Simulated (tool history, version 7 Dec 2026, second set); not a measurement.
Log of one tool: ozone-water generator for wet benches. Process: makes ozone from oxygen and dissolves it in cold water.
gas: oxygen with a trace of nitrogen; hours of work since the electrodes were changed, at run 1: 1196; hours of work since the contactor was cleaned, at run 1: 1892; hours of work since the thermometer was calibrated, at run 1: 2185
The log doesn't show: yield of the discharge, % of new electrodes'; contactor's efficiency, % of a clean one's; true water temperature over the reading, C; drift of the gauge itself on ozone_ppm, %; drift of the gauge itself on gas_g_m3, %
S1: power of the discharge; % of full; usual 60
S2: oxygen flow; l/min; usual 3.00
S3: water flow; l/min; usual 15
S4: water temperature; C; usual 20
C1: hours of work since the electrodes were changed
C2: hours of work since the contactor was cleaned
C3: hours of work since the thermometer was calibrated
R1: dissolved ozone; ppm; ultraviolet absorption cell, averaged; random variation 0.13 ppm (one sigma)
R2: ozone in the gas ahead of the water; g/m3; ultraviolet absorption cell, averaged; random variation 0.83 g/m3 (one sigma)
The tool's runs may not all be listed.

Run 1, hour 0.0: usual settings; C1 1196; C2 1892; C3 2185. Result: R1 12.3 ppm, R2 130.0 g/m3.
Run 2, hour 195.4: usual settings; C1 1347; C2 2043; C3 2336. Result: R1 12.5 ppm, R2 131.7 g/m3.
Run 3, hour 415.3: usual settings but S2 3.29 l/min; C1 1517; C2 2213; C3 2506. Result: R1 12.6 ppm, R2 123.6 g/m3.
Run 4, hour 543.5: usual settings; C1 1617; C2 2313; C3 2605. Result: R1 12.5 ppm, R2 129.9 g/m3.
Run 5, hour 683.2: usual settings; C1 1725; C2 2421; C3 2714. Result: R1 12.4 ppm, R2 129.9 g/m3.
Run 6, hour 823.4: usual settings but S4 17 C; C1 1833; C2 2529; C3 2822. Result: R1 13.0 ppm, R2 127.1 g/m3.
Run 7, hour 946.0: usual settings but S2 2.97 l/min; C1 1928; C2 2624; C3 2917. Result: R1 12.3 ppm, R2 129.4 g/m3.
Run 8, hour 1135.0: usual settings but S1 44 % of full, S2 3.58 l/min, S4 14 C; C1 2074; C2 2771; C3 3063. Result: R1 10.9 ppm, R2 97.0 g/m3.
Run 9, hour 1352.6: usual settings but S1 44 % of full, S2 3.58 l/min, S4 14 C; C1 2243; C2 2939; C3 3232. Result: R1 11.1 ppm, R2 96.1 g/m3.
At hour 1476.3: contactor cleaned.
Run 10, hour 1501.6: usual settings but S2 2.31 l/min, S4 15 C; C1 2355; C2 20; C3 3344. Result: R1 12.7 ppm, R2 150.3 g/m3.
Run 11, hour 1725.6: usual settings but S2 2.13 l/min, S4 13 C; C1 2529; C2 193; C3 3518. Result: R1 12.8 ppm, R2 156.6 g/m3.
Run 12, hour 1829.8: usual settings but S2 2.06 l/min; C1 2609; C2 274; C3 3598. Result: R1 12.0 ppm, R2 158.0 g/m3.

The next listed run, before its measurement:
Run 13, hour 2007.8: usual settings but S2 2.06 l/min; C1 2747; C2 411; C3 3736. Result: R1 ?, R2 ?.

Run 13 gave R1 12.1 ppm, R2 158.0 g/m3.
Without the tool's hidden state the same run would have given R1 12.7 ppm, R2 165.2 g/m3.

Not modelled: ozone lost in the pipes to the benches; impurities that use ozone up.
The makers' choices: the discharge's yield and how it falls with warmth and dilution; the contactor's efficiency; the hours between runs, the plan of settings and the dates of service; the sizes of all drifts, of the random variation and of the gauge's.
